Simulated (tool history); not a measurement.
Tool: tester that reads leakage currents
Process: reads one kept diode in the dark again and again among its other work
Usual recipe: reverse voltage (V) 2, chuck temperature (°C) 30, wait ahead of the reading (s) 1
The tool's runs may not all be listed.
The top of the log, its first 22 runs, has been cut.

| run | hour | reverse voltage (V) | chuck temperature (°C) | wait ahead of the reading (s) | hours of work since the probe card was cleaned | hours of work since the tester was calibrated | hours of work since the chuck was calibrated | current that the tester gives (pA) |
|---|---|---|---|---|---|---|---|---|
|  | 770.4 | probe card cleaned and baked |
| 23 | 794.3 | 6.76 | 28 | 4.02 | 17 | 620 | 365 | 263.62 |
| 24 | 827.8 | 6.76 | 28 | 4.02 | 40 | 643 | 388 | 262.6 |
| 25 | 867.6 | 2.05 | 28 | 1.04 | 68 | 671 | 416 | 136 |
| 26 | 896.8 | 2 | 30 | 0.33 | 88 | 692 | 436 | 159.06 |
| 27 | 927.9 | 2 | 30 | 0.33 | 110 | 713 | 458 | 160.31 |
|  | 961.7 | probe card cleaned and baked, once more |
| 28 | 969.7 | 12.24 | 49 | 4.5 | 6 | 740 | 485 | 1873.7 |
| 29 | 1008.3 | 16.81 | 24 | 7.16 | 33 | 767 | 512 | 289.16 |
| 30 | 1040.4 | 18.17 | 45 | 2.53 | 55 | 790 | 534 | 1703.14 |
| 31 | 1087.3 | 2.64 | 24 | 7.1 | 88 | 823 | 567 | 106.05 |
| 32 | 1115.8 | 3.53 | 32 | 0.78 | 108 | 842 | 587 | 246.8 |
| 33 | 1137.4 | 1.49 | 30 | 5.75 | 123 | 858 | 602 | 131.55 |

Forecast each of these 4 alternatives for the next run:
| A | 1159.9 | 19.51 | 30 | 1 | 138 | 873 | 618 | ? |
| B | 1159.9 | 19.56 | 24 | 5.75 | 138 | 873 | 618 | ? |
| C | 1159.9 | 1.49 | 50 | 7.94 | 138 | 873 | 618 | ? |
| D | 1159.9 | 5.05 | 23 | 5.75 | 138 | 873 | 618 | ? |

| run | current that the tester gives (pA) |
|---|---|
| A | 528.31 |
| B | 311.48 |
| C | 647.45 |
| D | 136.49 |
Without the tool's hidden state the same runs would have given:
| run | current that the tester gives (pA) |
|---|---|
| A | 554.41 |
| B | 326.84 |
| C | 677.73 |
| D | 143.66 |
